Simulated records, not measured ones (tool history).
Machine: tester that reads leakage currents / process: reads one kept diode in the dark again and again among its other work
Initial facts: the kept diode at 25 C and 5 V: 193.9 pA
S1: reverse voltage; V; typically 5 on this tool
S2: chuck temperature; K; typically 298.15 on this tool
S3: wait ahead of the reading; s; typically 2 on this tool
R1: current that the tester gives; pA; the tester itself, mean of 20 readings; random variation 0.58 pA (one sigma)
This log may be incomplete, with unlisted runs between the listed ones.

run	hour	S1	S2	S3	R1
1	0	5	298.15	2	180.55
2	31.9	5	298.15	2	180.19
3	53.1	5.12	298.15	2	181.17
4	70.6	5.12	298.15	1.08	181.1
5	92.8	5.12	298.15	1.08	181.11
6	117.3	5.12	298.15	1.08	180.99
7	146.4	5.12	298.15	1.08	181.97
8	174.6	5.12	298.15	1.08	181.62
9	196	5	298.15	2	178.65
10	213.3	5	298.15	2	178.62
11	236.5	5	298.15	2	178.24
12	251.1	5	298.15	2	178.72
13	283	5	298.15	2	178.26
14	306.4	5	298.15	2	178.12
15	338.4	5	298.15	2	178.76
16	371.7	5	298.15	2	178.13
17	387.2	5	298.15	2	177.4
18	414.1	5	298.15	2	178.03
19	441.3	5	298.15	2	177.51
20	458.2	5	298.15	2	177.94
21	478.1	5	298.15	2	177.95
# hour 503.9: chuck's temperature calibrated
22	510.3	5	298.15	2	196.81
23	529.7	2.36	297.15	6.33	125.07
24	553.1	6.51	298.15	0.51	225.15
25	577	6.51	298.15	0.51	224.33
26	607.2	10.97	298.15	1.69	290.94
27	640.3	2.7	298.15	1.69	143.44
28	667	7.84	312.15	1.26	651.15
29	688.6	14.39	301.15	2.22	411.25
30	705.1	14.39	301.15	2.22	412.28
31	727	14.39	301.15	2.22	411.1
32	757.3	14.39	301.15	2.22	412.26
33	781.3	5	298.15	1.86	195.82
34	796.2	3.27	296.15	2	137.01
35	824.2	3.27	293.15	1.98	107.78
36	854.6	1.6	320.15	1.98	492.99
37	871.3	1.59	296.15	2.78	94.5
38	889.8	1.59	296.15	2.78	94.35
39	911	1.59	296.15	2.78	94.41

Predict each of these 3 candidate next runs independently; none follows another, all start after run 39:
A	929.3	5	302.15	2	?
B	929.3	1.78	301.15	1.02	?
C	929.3	13.93	296.15	4.04	?

run	R1
A	259.26
B	143.52
C	283.92
With the hidden condition removed and each run's random variation left untouched, the same runs would have given:
run	R1
A	259.75
B	144.18
C	281.08
